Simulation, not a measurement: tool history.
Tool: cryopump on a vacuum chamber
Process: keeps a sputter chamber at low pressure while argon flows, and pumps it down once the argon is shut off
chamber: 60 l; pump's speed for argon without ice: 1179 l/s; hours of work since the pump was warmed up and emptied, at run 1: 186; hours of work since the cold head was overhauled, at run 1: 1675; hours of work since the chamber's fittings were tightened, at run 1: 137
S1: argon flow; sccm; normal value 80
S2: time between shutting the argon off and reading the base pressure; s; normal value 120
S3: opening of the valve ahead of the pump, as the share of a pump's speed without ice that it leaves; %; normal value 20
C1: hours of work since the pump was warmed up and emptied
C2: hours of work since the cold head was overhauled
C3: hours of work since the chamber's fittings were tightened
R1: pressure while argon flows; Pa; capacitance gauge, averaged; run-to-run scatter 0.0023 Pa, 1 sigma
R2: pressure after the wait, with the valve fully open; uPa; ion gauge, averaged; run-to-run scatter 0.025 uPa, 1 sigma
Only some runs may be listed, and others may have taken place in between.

{"run": 1, "hour": 0.0, "S1": 80, "S2": 120, "S3": 20, "C1": 186, "C2": 1675, "C3": 137, "R1": 0.592, "R2": 1.08}
{"run": 2, "hour": 71.4, "S1": 80, "S2": 120, "S3": 20, "C1": 229, "C2": 1717, "C3": 180, "R1": 0.6012, "R2": 1.14}
{"run": 3, "hour": 122.1, "S1": 80, "S2": 120, "S3": 21, "C1": 259, "C2": 1748, "C3": 210, "R1": 0.572, "R2": 1.21}
{"run": 4, "hour": 182.5, "S1": 80, "S2": 120, "S3": 21, "C1": 295, "C2": 1784, "C3": 247, "R1": 0.5754, "R2": 1.24}
{"run": 5, "hour": 245.0, "S1": 80, "S2": 120, "S3": 21, "C1": 333, "C2": 1821, "C3": 284, "R1": 0.5837, "R2": 1.3}
{"hour": 257.1, "done": "pump warmed up, emptied and cooled again"}
{"run": 6, "hour": 295.1, "S1": 80, "S2": 120, "S3": 21, "C1": 23, "C2": 1848, "C3": 311, "R1": 0.5523, "R2": 1.14}
{"run": 7, "hour": 343.4, "S1": 80, "S2": 120, "S3": 21, "C1": 52, "C2": 1877, "C3": 340, "R1": 0.5543, "R2": 1.2}
{"run": 8, "hour": 413.8, "S1": 80, "S2": 120, "S3": 21, "C1": 94, "C2": 1920, "C3": 382, "R1": 0.5563, "R2": 1.2}
{"run": 9, "hour": 492.8, "S1": 80, "S2": 120, "S3": 21, "C1": 141, "C2": 1967, "C3": 429, "R1": 0.5626, "R2": 1.33}
{"run": 10, "hour": 568.9, "S1": 80, "S2": 120, "S3": 21, "C1": 187, "C2": 2012, "C3": 475, "R1": 0.57, "R2": 1.4}
{"run": 11, "hour": 607.6, "S1": 80, "S2": 120, "S3": 20, "C1": 210, "C2": 2036, "C3": 498, "R1": 0.5949, "R2": 1.4}
{"run": 12, "hour": 681.2, "S1": 80, "S2": 120, "S3": 20, "C1": 254, "C2": 2080, "C3": 542, "R1": 0.6054, "R2": 1.45}
{"run": 13, "hour": 774.8, "S1": 80, "S2": 120, "S3": 20, "C1": 310, "C2": 2136, "C3": 598, "R1": 0.6119, "R2": 1.48}
{"hour": 829.8, "done": "pump warmed up, emptied and cooled again"}
{"run": 14, "hour": 859.9, "S1": 80, "S2": 120, "S3": 20, "C1": 18, "C2": 2184, "C3": 646, "R1": 0.5786, "R2": 1.39}
{"run": 15, "hour": 902.8, "S1": 80, "S2": 120, "S3": 20, "C1": 44, "C2": 2209, "C3": 672, "R1": 0.5783, "R2": 1.4}
{"run": 16, "hour": 962.7, "S1": 80, "S2": 120, "S3": 20, "C1": 80, "C2": 2245, "C3": 708, "R1": 0.584, "R2": 1.41}
{"run": 17, "hour": 1004.7, "S1": 80, "S2": 120, "S3": 20, "C1": 105, "C2": 2270, "C3": 733, "R1": 0.5877, "R2": 1.48}
{"run": 18, "hour": 1077.9, "S1": 80, "S2": 82, "S3": 20, "C1": 149, "C2": 2314, "C3": 777, "R1": 0.5944, "R2": 1.89}
{"run": 19, "hour": 1145.3, "S1": 52, "S2": 59, "S3": 33, "C1": 189, "C2": 2355, "C3": 817, "R1": 0.2443, "R2": 2.31}
{"run": 20, "hour": 1197.1, "S1": 66, "S2": 29, "S3": 40, "C1": 220, "C2": 2386, "C3": 848, "R1": 0.2606, "R2": 3.96}
{"run": 21, "hour": 1292.1, "S1": 66, "S2": 29, "S3": 40, "C1": 277, "C2": 2443, "C3": 905, "R1": 0.2692, "R2": 3.85}
{"run": 22, "hour": 1353.7, "S1": 62, "S2": 93, "S3": 20, "C1": 314, "C2": 2479, "C3": 942, "R1": 0.4748, "R2": 2.01}
{"hour": 1401.6, "done": "pump warmed up, emptied and cooled again"}
{"run": 23, "hour": 1449.1, "S1": 62, "S2": 32, "S3": 41, "C1": 28, "C2": 2534, "C3": 996, "R1": 0.2231, "R2": 3.58}
{"run": 24, "hour": 1495.5, "S1": 121, "S2": 191, "S3": 41, "C1": 56, "C2": 2561, "C3": 1024, "R1": 0.4384, "R2": 1.27}
{"run": 25, "hour": 1552.7, "S1": 121, "S2": 191, "S3": 41, "C1": 90, "C2": 2596, "C3": 1058, "R1": 0.4435, "R2": 1.42}
{"run": 26, "hour": 1597.3, "S1": 121, "S2": 191, "S3": 41, "C1": 117, "C2": 2622, "C3": 1085, "R1": 0.4471, "R2": 1.41}
{"run": 27, "hour": 1688.6, "S1": 121, "S2": 191, "S3": 41, "C1": 172, "C2": 2677, "C3": 1140, "R1": 0.4595, "R2": 1.53}
{"run": 28, "hour": 1769.6, "S1": 121, "S2": 191, "S3": 41, "C1": 220, "C2": 2726, "C3": 1188, "R1": 0.4631, "R2": 1.56}

Predict the results of run 29:
{"run": 29, "hour": 1847.2, "S1": 121, "S2": 191, "S3": 41, "C1": 267, "C2": 2772, "C3": 1235, "R1": "?", "R2": "?"}

Run 29 came out at R1 0.4738 Pa, R2 1.71 uPa.
Take away the tool's hidden state, keep the run-to-run variation as it was, and the same run would have given R1 0.4216 Pa, R2 0.72 uPa.
